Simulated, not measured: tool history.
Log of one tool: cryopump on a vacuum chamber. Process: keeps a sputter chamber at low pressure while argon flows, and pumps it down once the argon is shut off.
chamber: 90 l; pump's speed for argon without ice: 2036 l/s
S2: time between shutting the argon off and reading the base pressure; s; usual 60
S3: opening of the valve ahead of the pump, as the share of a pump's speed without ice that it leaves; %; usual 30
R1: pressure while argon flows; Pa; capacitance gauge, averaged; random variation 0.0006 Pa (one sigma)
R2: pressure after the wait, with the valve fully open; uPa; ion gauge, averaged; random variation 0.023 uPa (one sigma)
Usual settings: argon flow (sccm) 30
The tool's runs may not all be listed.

run 1 hour=0.0 | argon_flow_(sccm)=30 S2=60 S3=30 | R1=0.0856 R2=0.81
run 2 hour=32.5 | argon_flow_(sccm)=21 S2=60 S3=30 | R1=0.0601 R2=0.79
run 3 hour=65.5 | argon_flow_(sccm)=21 S2=60 S3=30 | R1=0.0601 R2=0.76
run 4 hour=98.5 | argon_flow_(sccm)=30 S2=201 S3=30 | R1=0.0849 R2=0.39
run 5 hour=130.8 | argon_flow_(sccm)=18 S2=60 S3=30 | R1=0.0531 R2=0.80
run 6 hour=156.1 | argon_flow_(sccm)=22 S2=60 S3=30 | R1=0.0637 R2=0.82
run 7 hour=206.0 | argon_flow_(sccm)=30 S2=60 S3=30 | R1=0.0870 R2=0.85
run 8 hour=255.4 | argon_flow_(sccm)=30 S2=66 S3=16 | R1=0.1598 R2=0.78
run 9 hour=288.0 | argon_flow_(sccm)=53 S2=68 S3=16 | R1=0.2848 R2=0.77
run 10 hour=322.4 | argon_flow_(sccm)=30 S2=128 S3=56 | R1=0.0505 R2=0.53
run 11 hour=374.3 | argon_flow_(sccm)=30 S2=128 S3=56 | R1=0.0501 R2=0.54

Run 12 comes next. What will it give?
run 12 hour=404.8 | argon_flow_(sccm)=30 S2=94 S3=52 | R1=? R2=?

Run 12 gave R1 0.0540 Pa, R2 0.65 uPa.
Without the tool's hidden state the same run would have given R1 0.0485 Pa, R2 0.52 uPa.

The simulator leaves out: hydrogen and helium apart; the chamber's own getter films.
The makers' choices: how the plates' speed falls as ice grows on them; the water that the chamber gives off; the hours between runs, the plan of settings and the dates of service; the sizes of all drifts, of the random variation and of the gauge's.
